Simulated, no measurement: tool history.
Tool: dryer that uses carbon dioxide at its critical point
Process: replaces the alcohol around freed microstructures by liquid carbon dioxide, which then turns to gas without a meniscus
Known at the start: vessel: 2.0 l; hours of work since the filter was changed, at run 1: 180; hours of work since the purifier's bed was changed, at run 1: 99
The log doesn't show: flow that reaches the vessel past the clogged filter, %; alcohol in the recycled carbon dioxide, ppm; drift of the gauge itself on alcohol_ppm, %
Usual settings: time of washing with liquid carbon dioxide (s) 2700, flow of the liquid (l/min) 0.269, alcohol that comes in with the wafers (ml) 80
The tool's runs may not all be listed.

run	hour	time of washing with liquid carbon dioxide (s)	flow of the liquid (l/min)	alcohol that comes in with the wafers (ml)	hours of work since the filter was changed	hours of work since the purifier's bed was changed	alcohol left in the vessel before it's heated (ppm by volume)
1	0.0	2700	0.269	80	180	99	184
2	8.0	2700	0.191	80	183	101	916
3	26.7	3360	0.269	80	189	107	50
4	40.4	3360	0.269	80	193	112	53
5	56.2	3360	0.269	80	198	116	61
6	65.4	2160	0.269	80	201	119	533
7	77.3	2700	0.325	80	204	123	58
8	95.7	2700	0.283	80	210	129	149
9	111.2	2700	0.283	80	215	133	149
10	128.0	1860	0.269	80	220	139	979
11	144.8	1860	0.269	80	225	144	1006
12	153.0	2700	0.269	106	228	146	261
13	170.8	4140	0.299	27	233	152	17
14	185.4	2700	0.270	91	238	157	223
15	196.3	2700	0.270	91	241	160	230
16	213.8	2700	0.283	81	247	165	155
17	226.8	2160	0.307	81	251	169	312

Forecast each of these 4 alternatives for the next run:
A	245.0	1740	0.286	89	257	175	?
B	245.0	2160	0.307	51	257	175	?
C	245.0	2700	0.260	27	257	175	?
D	245.0	4140	0.209	39	257	175	?

run	alcohol left in the vessel before it's heated (ppm by volume)
A	1163
B	198
C	96
D	56
Without the tool's hidden state the same runs would have given:
run	alcohol left in the vessel before it's heated (ppm by volume)
A	855
B	127
C	59
D	32

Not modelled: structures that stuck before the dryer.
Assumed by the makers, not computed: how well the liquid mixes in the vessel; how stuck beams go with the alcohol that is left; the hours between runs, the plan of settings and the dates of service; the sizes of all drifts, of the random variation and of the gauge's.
